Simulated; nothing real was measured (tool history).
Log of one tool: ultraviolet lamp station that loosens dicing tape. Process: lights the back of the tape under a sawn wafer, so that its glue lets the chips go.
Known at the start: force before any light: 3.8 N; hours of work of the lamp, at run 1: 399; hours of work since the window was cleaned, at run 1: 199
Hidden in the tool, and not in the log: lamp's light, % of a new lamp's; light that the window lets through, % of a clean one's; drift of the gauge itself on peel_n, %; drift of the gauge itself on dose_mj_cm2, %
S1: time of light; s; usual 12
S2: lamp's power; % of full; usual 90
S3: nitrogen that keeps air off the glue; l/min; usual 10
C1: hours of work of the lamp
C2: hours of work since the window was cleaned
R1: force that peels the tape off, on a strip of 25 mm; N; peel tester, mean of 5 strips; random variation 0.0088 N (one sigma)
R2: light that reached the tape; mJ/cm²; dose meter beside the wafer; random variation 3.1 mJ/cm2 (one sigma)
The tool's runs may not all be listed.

run	day	S1	S2	S3	C1	C2	R1	R2
1	0.000	12	90	10	399	199	0.465	419
2	1.208	12	90	10	411	210	0.465	415
3	2.442	12	70	10	423	222	0.733	325
4	3.838	12	70	10	436	236	0.741	326
5	4.788	12	70	10	445	245	0.713	317
6	5.679	14	90	10	454	253	0.371	471
7	6.629	12	90	13	463	262	0.412	411
8	7.962	12	90	13	476	275	0.423	408
9	8.821	12	90	5	484	283	0.774	403
10	9.679	12	90	5	492	292	0.745	403
11	10.604	12	90	10	501	301	0.507	405
12	11.492	12	90	3	510	309	1.009	401
13	12.054	12	90	3	515	315	0.996	392
14	13.029	12	90	3	525	324	1.021	396
15	13.679	12	90	3	531	330	1.000	397
16	14.371	12	90	10	537	337	0.513	397
17	15.338	12	69	10	547	346	0.800	300
18	16.579	8	69	10	559	358	1.342	199
19	17.529	12	90	10	568	367	0.540	389
20	18.858	12	90	13	581	380	0.460	387
21	19.633	12	90	13	588	387	0.467	387
22	20.283	12	90	13	594	394	0.443	384
# day 20.433: window cleaned of glue's vapour
23	21.596	12	90	7	607	11	0.691	378
24	22.550	12	90	7	616	20	0.686	371
25	23.383	7	96	17	624	28	0.945	229
26	24.196	7	96	17	632	36	0.957	230
27	24.879	10	69	6	638	43	1.304	234

The next listed run, before its measurement:
28	25.579	11	91	19	645	49	?	?

{"run 28": {"R1": 0.474, "R2": 341}}
Without the tool's hidden state the same run would have given R1 0.285 N, R2 447 mJ/cm².

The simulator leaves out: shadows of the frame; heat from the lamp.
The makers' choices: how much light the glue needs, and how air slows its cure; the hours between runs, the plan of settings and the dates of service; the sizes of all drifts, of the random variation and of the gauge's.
